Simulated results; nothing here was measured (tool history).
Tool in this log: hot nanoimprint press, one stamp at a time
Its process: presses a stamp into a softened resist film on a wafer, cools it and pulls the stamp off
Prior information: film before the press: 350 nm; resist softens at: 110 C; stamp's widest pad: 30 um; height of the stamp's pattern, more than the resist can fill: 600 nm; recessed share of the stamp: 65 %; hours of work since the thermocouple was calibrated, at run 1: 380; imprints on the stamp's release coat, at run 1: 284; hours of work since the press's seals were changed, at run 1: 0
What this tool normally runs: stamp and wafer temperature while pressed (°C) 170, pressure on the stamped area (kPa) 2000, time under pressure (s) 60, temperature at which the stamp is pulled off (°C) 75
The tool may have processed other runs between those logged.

run	hour	stamp and wafer temperature while pressed (°C)	pressure on the stamped area (kPa)	time under pressure (s)	temperature at which the stamp is pulled off (°C)	hours of work since the thermocouple was calibrated	imprints on the stamp's release coat	hours of work since the press's seals were changed	resist left under the stamp's widest pad (nm)	greatest force while the stamp is pulled off (N)
1	0	170	2000	60	75	380	284	0	156.6	211
2	44.5	170	2000	60	75	413	506	33	154.8	215
3	100.4	170	2000	60	75	454	784	73	154.6	234
4	142	170	2000	60	75	484	992	104	154.1	229
5	180.1	170	2000	60	75	512	1182	132	153.8	247
# hour 217.1: stamp cleaned and given a new release coat
6	227.7	170	2000	60	75	542	53	162	153.5	193
7	255.7	170	2000	60	75	563	193	182	153	203
8	295.1	170	2000	60	75	592	389	211	152.4	219
# hour 308.1: plate thermocouple calibrated
9	341.2	170	2000	60	75	24	604	243	145.4	213
10	395.8	170	2000	60	75	64	876	283	145.5	222
# hour 428.2: plate thermocouple calibrated, once more
11	453.1	170	2000	60	75	18	1147	322	162.6	260
12	479.8	170	2000	60	75	38	1280	342	162.3	264
# hour 499: stamp cleaned and given a new release coat
13	543.7	170	2000	60	75	80	223	384	162.4	213
14	572.1	170	2000	60	75	101	365	405	161.9	226
15	604.9	170	2000	60	75	125	528	429	162.7	226
16	646	180	2000	90	67	155	733	459	97.9	285
17	699.6	170	2200	60	75	194	1000	498	154.3	234
18	735.2	170	2200	60	75	220	1177	524	153.8	239

The next listed run, before its measurement:
# hour 776.5: stamp cleaned and given a new release coat
19	796.5	170	2200	60	75	260	100	564	?	?

{"run 19": {"resist left under the stamp's widest pad (nm)": 152.9, "greatest force while the stamp is pulled off (N)": 201}}
If the tool had no hidden condition, the same run with the same run-to-run variation would have returned resist left under the stamp's widest pad (nm) 155, greatest force while the stamp is pulled off (N) 203.

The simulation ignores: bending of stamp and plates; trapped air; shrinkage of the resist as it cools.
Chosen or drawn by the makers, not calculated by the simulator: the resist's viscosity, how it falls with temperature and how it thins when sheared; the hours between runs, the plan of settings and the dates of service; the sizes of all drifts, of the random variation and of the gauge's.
